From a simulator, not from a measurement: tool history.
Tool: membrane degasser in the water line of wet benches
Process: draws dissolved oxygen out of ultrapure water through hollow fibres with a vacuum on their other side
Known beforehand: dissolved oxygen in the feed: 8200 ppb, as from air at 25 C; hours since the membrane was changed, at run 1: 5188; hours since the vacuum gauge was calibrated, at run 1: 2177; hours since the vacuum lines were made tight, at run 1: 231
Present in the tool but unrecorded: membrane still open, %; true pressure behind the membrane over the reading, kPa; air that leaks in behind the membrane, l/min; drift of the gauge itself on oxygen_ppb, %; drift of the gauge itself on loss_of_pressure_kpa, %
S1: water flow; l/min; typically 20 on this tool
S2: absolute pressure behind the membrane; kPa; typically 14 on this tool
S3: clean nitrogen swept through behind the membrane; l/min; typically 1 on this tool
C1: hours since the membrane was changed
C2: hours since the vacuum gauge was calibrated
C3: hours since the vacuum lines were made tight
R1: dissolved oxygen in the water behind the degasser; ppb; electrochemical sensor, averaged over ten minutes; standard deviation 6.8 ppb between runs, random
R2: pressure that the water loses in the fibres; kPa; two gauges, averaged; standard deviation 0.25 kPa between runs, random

{"run": 1, "hour": 0.0, "S1": 20, "S2": 14, "S3": 1, "C1": 5188, "C2": 2177, "C3": 231, "R1": 697.6, "R2": 66.59}
{"run": 2, "hour": 82.0, "S1": 19, "S2": 14, "S3": 1, "C1": 5270, "C2": 2259, "C3": 313, "R1": 650.2, "R2": 63.35}
{"run": 3, "hour": 198.8, "S1": 20, "S2": 14, "S3": 1, "C1": 5387, "C2": 2376, "C3": 430, "R1": 710.9, "R2": 67.29}
{"run": 4, "hour": 284.8, "S1": 20, "S2": 14, "S3": 1, "C1": 5473, "C2": 2462, "C3": 516, "R1": 712.7, "R2": 66.98}
{"run": 5, "hour": 363.7, "S1": 20, "S2": 14, "S3": 0.95, "C1": 5552, "C2": 2541, "C3": 595, "R1": 731.3, "R2": 67.35}
{"run": 6, "hour": 465.2, "S1": 12, "S2": 14, "S3": 0.95, "C1": 5653, "C2": 2642, "C3": 696, "R1": 355.3, "R2": 40.09}
{"run": 7, "hour": 591.7, "S1": 23, "S2": 24.4, "S3": 2.53, "C1": 5780, "C2": 2769, "C3": 823, "R1": 797, "R2": 77}
{"run": 8, "hour": 718.2, "S1": 23, "S2": 17.9, "S3": 1.25, "C1": 5906, "C2": 2895, "C3": 949, "R1": 937, "R2": 77.39}
{"run": 9, "hour": 848.7, "S1": 17, "S2": 27, "S3": 1.25, "C1": 6037, "C2": 3026, "C3": 1080, "R1": 840.3, "R2": 57.29}
{"run": 10, "hour": 979.2, "S1": 17, "S2": 27, "S3": 1.25, "C1": 6167, "C2": 3156, "C3": 1210, "R1": 850.2, "R2": 57.24}
{"run": 11, "hour": 1072.3, "S1": 27, "S2": 20.3, "S3": 1, "C1": 6260, "C2": 3249, "C3": 1303, "R1": 1381.7, "R2": 90.79}

5 options for the next run, each taken on its own from the tool as it stands now. Forecast them:
{"run": "A", "hour": 1141.6, "S1": 21, "S2": 27.6, "S3": 1.38, "C1": 6330, "C2": 3319, "C3": 1373, "R1": "?", "R2": "?"}
{"run": "B", "hour": 1141.6, "S1": 13, "S2": 17.7, "S3": 1.74, "C1": 6330, "C2": 3319, "C3": 1373, "R1": "?", "R2": "?"}
{"run": "C", "hour": 1141.6, "S1": 27, "S2": 10.3, "S3": 0.63, "C1": 6330, "C2": 3319, "C3": 1373, "R1": "?", "R2": "?"}
{"run": "D", "hour": 1141.6, "S1": 27, "S2": 20.3, "S3": 1.55, "C1": 6330, "C2": 3319, "C3": 1373, "R1": "?", "R2": "?"}
{"run": "E", "hour": 1141.6, "S1": 20, "S2": 14, "S3": 0.48, "C1": 6330, "C2": 3319, "C3": 1373, "R1": "?", "R2": "?"}

run=A R1=1055.1 R2=70.33
run=B R1=323.3 R2=43.57
run=C R1=1087.4 R2=90.85
run=D R1=1161.1 R2=90.8
run=E R1=1068.5 R2=67.67
Had the tool no hidden state, the same runs would have come out as:
run=A R1=1020.7 R2=68.15
run=B R1=309.1 R2=42.22
run=C R1=1035.9 R2=88.04
run=D R1=1112.5 R2=87.99
run=E R1=1034.3 R2=65.58
